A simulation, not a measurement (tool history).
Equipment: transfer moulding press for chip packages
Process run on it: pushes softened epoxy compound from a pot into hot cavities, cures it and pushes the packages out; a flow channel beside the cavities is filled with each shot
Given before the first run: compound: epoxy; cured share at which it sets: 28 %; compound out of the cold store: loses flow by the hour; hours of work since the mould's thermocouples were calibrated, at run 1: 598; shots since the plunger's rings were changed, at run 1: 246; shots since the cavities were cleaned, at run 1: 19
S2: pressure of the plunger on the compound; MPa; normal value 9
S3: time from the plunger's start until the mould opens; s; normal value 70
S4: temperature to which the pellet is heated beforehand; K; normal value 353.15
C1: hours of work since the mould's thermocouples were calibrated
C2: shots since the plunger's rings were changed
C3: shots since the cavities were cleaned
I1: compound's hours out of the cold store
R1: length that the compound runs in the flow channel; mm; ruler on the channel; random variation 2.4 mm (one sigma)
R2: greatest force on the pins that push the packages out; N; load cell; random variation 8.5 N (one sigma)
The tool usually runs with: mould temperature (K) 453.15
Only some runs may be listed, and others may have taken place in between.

{"run": 1, "day": 0.0, "mould temperature (K)": 453.15, "S2": 9, "S3": 70, "S4": 353.15, "C1": 598, "C2": 246, "C3": 19, "I1": 43.5, "R1": 789, "R2": 407}
{"run": 2, "day": 0.862, "mould temperature (K)": 453.15, "S2": 9, "S3": 53, "S4": 353.15, "C1": 608, "C2": 466, "C3": 239, "I1": 8.4, "R1": 890, "R2": 862}
{"day": 1.612, "done": "mould's thermocouples calibrated"}
{"run": 3, "day": 2.358, "mould temperature (K)": 453.15, "S2": 9, "S3": 70, "S4": 353.15, "C1": 9, "C2": 828, "C3": 601, "I1": 36, "R1": 809, "R2": 624}
{"run": 4, "day": 3.204, "mould temperature (K)": 453.15, "S2": 9, "S3": 70, "S4": 353.15, "C1": 19, "C2": 1045, "C3": 818, "I1": 21.7, "R1": 849, "R2": 644}
{"day": 3.625, "done": "cavities cleaned with cleaning compound and waxed"}
{"run": 5, "day": 3.95, "mould temperature (K)": 453.15, "S2": 9, "S3": 54, "S4": 353.15, "C1": 27, "C2": 1219, "C3": 84, "I1": 33.1, "R1": 818, "R2": 742}
{"run": 6, "day": 4.9, "mould temperature (K)": 453.15, "S2": 9, "S3": 54, "S4": 353.15, "C1": 38, "C2": 1462, "C3": 327, "I1": 47.7, "R1": 778, "R2": 784}
{"run": 7, "day": 6.333, "mould temperature (K)": 453.15, "S2": 9, "S3": 54, "S4": 353.15, "C1": 55, "C2": 1829, "C3": 694, "I1": 46.6, "R1": 777, "R2": 972}
{"run": 8, "day": 7.125, "mould temperature (K)": 451.15, "S2": 9.94, "S3": 104, "S4": 352.15, "C1": 64, "C2": 2031, "C3": 896, "I1": 17.7, "R1": 903, "R2": 536}
{"day": 7.267, "done": "cavities cleaned with cleaning compound and waxed"}
{"run": 9, "day": 8.1, "mould temperature (K)": 451.15, "S2": 9.94, "S3": 104, "S4": 352.15, "C1": 75, "C2": 2264, "C3": 213, "I1": 23.6, "R1": 884, "R2": 413}
{"run": 10, "day": 9.654, "mould temperature (K)": 453.15, "S2": 9.4, "S3": 70, "S4": 353.15, "C1": 93, "C2": 2662, "C3": 611, "I1": 16.9, "R1": 869, "R2": 601}
{"day": 10.033, "done": "mould's thermocouples calibrated, once more"}
{"run": 11, "day": 10.554, "mould temperature (K)": 453.15, "S2": 9.4, "S3": 70, "S4": 353.15, "C1": 6, "C2": 2871, "C3": 820, "I1": 21.8, "R1": 852, "R2": 563}
{"day": 11.058, "done": "cavities cleaned with cleaning compound and waxed"}
{"run": 12, "day": 12.088, "mould temperature (K)": 453.15, "S2": 8.14, "S3": 77, "S4": 353.15, "C1": 23, "C2": 3247, "C3": 263, "I1": 40.7, "R1": 749, "R2": 451}

Alternative continuations, all from the tool just after run 12; predict every row:
{"run": "A", "day": 13.129, "mould temperature (K)": 451.15, "S2": 8.14, "S3": 95, "S4": 353.15, "C1": 36, "C2": 3513, "C3": 529, "I1": 41, "R1": "?", "R2": "?"}
{"run": "B", "day": 13.129, "mould temperature (K)": 453.15, "S2": 9.15, "S3": 77, "S4": 358.15, "C1": 36, "C2": 3513, "C3": 529, "I1": 47.1, "R1": "?", "R2": "?"}
{"run": "C", "day": 13.129, "mould temperature (K)": 456.15, "S2": 9, "S3": 65, "S4": 357.15, "C1": 36, "C2": 3513, "C3": 529, "I1": 31.1, "R1": "?", "R2": "?"}
{"run": "D", "day": 13.129, "mould temperature (K)": 453.15, "S2": 8.14, "S3": 53, "S4": 344.15, "C1": 36, "C2": 3513, "C3": 529, "I1": 28, "R1": "?", "R2": "?"}
{"run": "E", "day": 13.129, "mould temperature (K)": 454.15, "S2": 10.42, "S3": 77, "S4": 362.15, "C1": 36, "C2": 3513, "C3": 529, "I1": 15.2, "R1": "?", "R2": "?"}

run=A R1=750 R2=509
run=B R1=773 R2=519
run=C R1=799 R2=555
run=D R1=771 R2=941
run=E R1=910 R2=521
The same runs, with their run-to-run variation unchanged, on a tool lacking any hidden condition would have given:
run=A R1=770 R2=349
run=B R1=794 R2=353
run=C R1=821 R2=381
run=D R1=792 R2=639
run=E R1=934 R2=356
